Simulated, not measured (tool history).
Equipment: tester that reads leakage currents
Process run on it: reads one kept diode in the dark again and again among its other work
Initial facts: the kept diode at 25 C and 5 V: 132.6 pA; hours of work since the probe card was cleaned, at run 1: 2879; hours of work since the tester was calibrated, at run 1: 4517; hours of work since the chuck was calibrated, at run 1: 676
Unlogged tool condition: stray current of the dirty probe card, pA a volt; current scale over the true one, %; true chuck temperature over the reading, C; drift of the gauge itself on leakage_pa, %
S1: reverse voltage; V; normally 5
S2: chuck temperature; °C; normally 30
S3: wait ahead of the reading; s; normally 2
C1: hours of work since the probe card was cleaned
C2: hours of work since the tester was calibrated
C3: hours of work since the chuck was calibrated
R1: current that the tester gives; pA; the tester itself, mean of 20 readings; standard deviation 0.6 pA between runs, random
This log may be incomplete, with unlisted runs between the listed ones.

run 1 hour=0 | S1=5 S2=30 S3=2 | C1=2879 C2=4517 C3=676 | R1=199.3
run 2 hour=166.3 | S1=5 S2=30 S3=2 | C1=3001 C2=4639 C3=798 | R1=199.2
-- hour=181.9 chuck's temperature calibrated
run 3 hour=378.6 | S1=5 S2=30 S3=2 | C1=3155 C2=4794 C3=144 | R1=199.77
run 4 hour=534.8 | S1=5 S2=30 S3=2 | C1=3270 C2=4908 C3=259 | R1=199.12
-- hour=578.6 probe card cleaned and baked
run 5 hour=684.9 | S1=5 S2=30 S3=2 | C1=78 C2=5016 C3=367 | R1=198.28
run 6 hour=810.1 | S1=5 S2=30 S3=2 | C1=170 C2=5108 C3=459 | R1=198.98
-- hour=947.5 tester calibrated
run 7 hour=985.3 | S1=5 S2=30 S3=2 | C1=297 C2=28 C3=586 | R1=199.29
run 8 hour=1239.1 | S1=5 S2=30 S3=2 | C1=483 C2=214 C3=772 | R1=199.61
-- hour=1286.5 chuck's temperature calibrated
run 9 hour=1371.5 | S1=5 S2=30 S3=2.18 | C1=579 C2=310 C3=62 | R1=199.42
run 10 hour=1583.4 | S1=5 S2=30 S3=2.18 | C1=734 C2=465 C3=218 | R1=198.87
run 11 hour=1793 | S1=11.81 S2=30 S3=2 | C1=888 C2=619 C3=372 | R1=315.64
run 12 hour=1967.4 | S1=11.81 S2=30 S3=2 | C1=1016 C2=747 C3=500 | R1=314.86
run 13 hour=2223.5 | S1=11.81 S2=30 S3=2 | C1=1204 C2=935 C3=688 | R1=313.1
-- hour=2390.3 chuck's temperature calibrated
run 14 hour=2413.9 | S1=11.81 S2=30 S3=2 | C1=1342 C2=1073 C3=17 | R1=314.15
run 15 hour=2648.6 | S1=11.81 S2=30 S3=2 | C1=1515 C2=1245 C3=190 | R1=315.03
run 16 hour=2764.5 | S1=11.81 S2=30 S3=2 | C1=1600 C2=1330 C3=275 | R1=315.86
run 17 hour=2937.9 | S1=11.81 S2=30 S3=2 | C1=1727 C2=1458 C3=402 | R1=315.91
run 18 hour=3064.1 | S1=5 S2=30 S3=2 | C1=1820 C2=1550 C3=494 | R1=198.11
run 19 hour=3193.4 | S1=5 S2=30 S3=2 | C1=1914 C2=1645 C3=589 | R1=199.23
run 20 hour=3434.4 | S1=4.67 S2=30 S3=2 | C1=2091 C2=1822 C3=766 | R1=192.99
-- hour=3499.9 chuck's temperature calibrated
run 21 hour=3682.6 | S1=4.67 S2=30 S3=2 | C1=2272 C2=2003 C3=134 | R1=192.58
run 22 hour=3921.1 | S1=5 S2=26 S3=1.62 | C1=2447 C2=2178 C3=309 | R1=144.09
run 23 hour=4128.2 | S1=5 S2=20 S3=0.9 | C1=2599 C2=2330 C3=461 | R1=89.98
run 24 hour=4313.4 | S1=4.53 S2=24 S3=2 | C1=2735 C2=2466 C3=597 | R1=116.72
run 25 hour=4510.5 | S1=4.53 S2=24 S3=2 | C1=2879 C2=2610 C3=742 | R1=117.03
-- hour=4608.3 chuck's temperature calibrated
run 26 hour=4763.5 | S1=6.33 S2=20 S3=0.52 | C1=3064 C2=2794 C3=114 | R1=103.22
run 27 hour=5013 | S1=6.33 S2=20 S3=0.52 | C1=3247 C2=2977 C3=297 | R1=103.29
-- hour=5094 probe card cleaned and baked
run 28 hour=5237 | S1=3.86 S2=24 S3=0.62 | C1=105 C2=3140 C3=459 | R1=108.84
run 29 hour=5476 | S1=3.86 S2=24 S3=0.62 | C1=280 C2=3315 C3=635 | R1=108.76
run 30 hour=5666.5 | S1=5 S2=30 S3=1.85 | C1=420 C2=3455 C3=774 | R1=200.38
-- hour=5726.2 chuck's temperature calibrated
run 31 hour=5886.2 | S1=5 S2=30 S3=1.85 | C1=580 C2=3615 C3=117 | R1=198.76
run 32 hour=6026.1 | S1=5 S2=30 S3=1.85 | C1=683 C2=3717 C3=220 | R1=199.6
run 33 hour=6158 | S1=5 S2=30 S3=1.85 | C1=779 C2=3814 C3=317 | R1=198.63
run 34 hour=6316.6 | S1=5 S2=21 S3=5.14 | C1=896 C2=3930 C3=433 | R1=95.44
run 35 hour=6478.2 | S1=5 S2=23 S3=0.72 | C1=1014 C2=4049 C3=552 | R1=114.52
run 36 hour=6680.1 | S1=16.54 S2=40 S3=2 | C1=1162 C2=4197 C3=700 | R1=808.21
-- hour=6828.9 chuck's temperature calibrated
run 37 hour=6929.8 | S1=16.54 S2=35 S3=4.98 | C1=1344 C2=4379 C3=74 | R1=554.22
run 38 hour=7125.7 | S1=16.54 S2=35 S3=4.98 | C1=1488 C2=4523 C3=218 | R1=553.83
run 39 hour=7373.6 | S1=16.54 S2=35 S3=4.98 | C1=1670 C2=4704 C3=400 | R1=553.17

What if the next run were any one of these 3? Each begins from the tool's condition after run 39:
run A hour=7487.4 | S1=1.72 S2=30 S3=2 | C1=1753 C2=4788 C3=483 | R1=?
run B hour=7487.4 | S1=7.97 S2=29 S3=8.09 | C1=1753 C2=4788 C3=483 | R1=?
run C hour=7487.4 | S1=16.54 S2=35 S3=7.62 | C1=1753 C2=4788 C3=483 | R1=?

run=A R1=113.01
run=B R1=235.32
run=C R1=552.05
The same runs, with their run-to-run variation unchanged, on a tool lacking any hidden condition would have given:
run=A R1=112.96
run=B R1=235.15
run=C R1=551.71
